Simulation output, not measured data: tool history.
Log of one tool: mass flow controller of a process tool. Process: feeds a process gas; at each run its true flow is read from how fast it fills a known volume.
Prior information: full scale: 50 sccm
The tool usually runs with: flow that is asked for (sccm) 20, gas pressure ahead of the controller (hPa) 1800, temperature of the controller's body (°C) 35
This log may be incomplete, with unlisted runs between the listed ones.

run,day,flow that is asked for (sccm),gas pressure ahead of the controller (hPa),temperature of the controller's body (°C),true flow (%)
1,0.000,20,1800,35,97.69
2,3.512,20,1800,35,97.82
3,5.942,20,2090,35,97.54
4,8.658,20,1800,35,97.76
5,11.608,20,1450,35,98.08
6,14.167,18,1800,35,97.70
7,18.108,18,1800,35,97.71
8,21.304,18,1800,35,97.67
9,24.792,18,1800,35,97.68
10,28.762,10,1800,35,97.31
11,31.433,10,1800,35,97.40
12,34.012,10,1800,35,97.47
13,36.388,49,1800,35,99.00
14,38.138,49,1800,35,99.02
15,42.092,9,1800,35,97.34
16,46.096,20,1800,35,97.61
17,48.262,20,2600,35,97.31
18,52.221,20,1800,35,97.88
19,54.225,20,1800,35,97.80
20,57.342,20,1800,35,97.78
21,60.671,27,2260,25,98.84
22,63.400,34,1800,35,98.32
23,65.542,34,1800,35,98.41
24,68.338,34,1800,35,98.44
25,70.638,25,1990,35,97.84
26,72.925,20,1800,24,98.89
27,75.433,35,2340,24,99.35
28,79.362,7,2420,20,98.47
29,82.171,10,2420,24,98.24
30,84.358,7,1760,20,98.89
31,87.350,37,1760,40,97.88
32,90.912,37,1760,40,98.00
33,93.029,37,1760,40,98.09
34,96.354,37,1950,40,97.83
35,99.708,37,1950,40,97.83
36,103.033,27,2500,22,99.20
37,106.367,20,1410,35,97.88
38,108.783,35,1540,22,99.87
39,111.258,35,1540,22,99.87
40,113.129,12,2260,22,98.63

Below are 5 alternative next runs, each starting from the tool's condition after run 40. Predict each:
A,117.062,13,1800,35,?
B,117.062,6,2250,34,?
C,117.062,5,1820,35,?
D,117.062,20,2190,36,?
E,117.062,6,1560,23,?

run,true flow (%)
A,97.52
B,97.12
C,97.19
D,97.51
E,98.69
What these runs would have given with no unlogged condition in the tool:
run,true flow (%)
A,97.54
B,97.16
C,97.23
D,97.52
E,98.73
